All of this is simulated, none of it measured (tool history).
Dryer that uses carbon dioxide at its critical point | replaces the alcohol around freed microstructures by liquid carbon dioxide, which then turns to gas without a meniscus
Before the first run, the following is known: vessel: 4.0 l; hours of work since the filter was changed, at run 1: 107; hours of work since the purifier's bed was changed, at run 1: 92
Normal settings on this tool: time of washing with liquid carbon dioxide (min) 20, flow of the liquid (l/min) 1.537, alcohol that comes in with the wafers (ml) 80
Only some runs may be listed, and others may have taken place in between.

| run | hour | time of washing with liquid carbon dioxide (min) | flow of the liquid (l/min) | alcohol that comes in with the wafers (ml) | hours of work since the filter was changed | hours of work since the purifier's bed was changed | alcohol left in the vessel before it's heated (ppm by volume) |
|---|---|---|---|---|---|---|---|
| 1 | 0.0 | 20 | 1.537 | 80 | 107 | 92 | 60 |
| 2 | 12.3 | 20 | 1.537 | 80 | 112 | 97 | 67 |
| 3 | 29.5 | 20 | 1.537 | 80 | 119 | 103 | 77 |
| 4 | 56.9 | 20 | 1.537 | 80 | 129 | 114 | 73 |
| 5 | 86.5 | 20 | 1.537 | 80 | 141 | 125 | 75 |
| 6 | 107.1 | 20 | 1.537 | 80 | 149 | 133 | 81 |
| 7 | 132.0 | 20 | 1.537 | 80 | 158 | 142 | 87 |
| 8 | 158.1 | 20 | 1.537 | 80 | 168 | 152 | 78 |
| 9 | 185.1 | 20 | 1.537 | 80 | 178 | 163 | 82 |
| 10 | 211.3 | 15 | 0.950 | 80 | 188 | 173 | 1112 |
| 11 | 237.4 | 17 | 1.200 | 80 | 198 | 183 | 357 |
| 12 | 257.4 | 26 | 1.140 | 49 | 206 | 190 | 95 |
| 13 | 284.2 | 26 | 1.140 | 49 | 216 | 201 | 101 |
| 14 | 303.3 | 26 | 1.140 | 49 | 224 | 208 | 102 |
| 15 | 324.0 | 20 | 1.140 | 49 | 232 | 216 | 194 |
| 16 | 352.8 | 20 | 1.360 | 25 | 243 | 227 | 98 |

Branching from run 16: 5 alternative next runs. What would each branch give?
| A | 383.0 | 14 | 1.360 | 91 | 254 | 239 | ? |
| B | 383.0 | 22 | 1.230 | 71 | 254 | 239 | ? |
| C | 383.0 | 19 | 2.040 | 81 | 254 | 239 | ? |
| D | 383.0 | 20 | 1.537 | 22 | 254 | 239 | ? |
| E | 383.0 | 18 | 1.450 | 71 | 254 | 239 | ? |

| run | alcohol left in the vessel before it's heated (ppm by volume) |
|---|---|
| A | 568 |
| B | 160 |
| C | 91 |
| D | 100 |
| E | 181 |
Take away the tool's hidden state, keep each run's random variation, and the runs would have read:
| run | alcohol left in the vessel before it's heated (ppm by volume) |
|---|---|
| A | 380 |
| B | 60 |
| C | 13 |
| D | 22 |
| E | 77 |

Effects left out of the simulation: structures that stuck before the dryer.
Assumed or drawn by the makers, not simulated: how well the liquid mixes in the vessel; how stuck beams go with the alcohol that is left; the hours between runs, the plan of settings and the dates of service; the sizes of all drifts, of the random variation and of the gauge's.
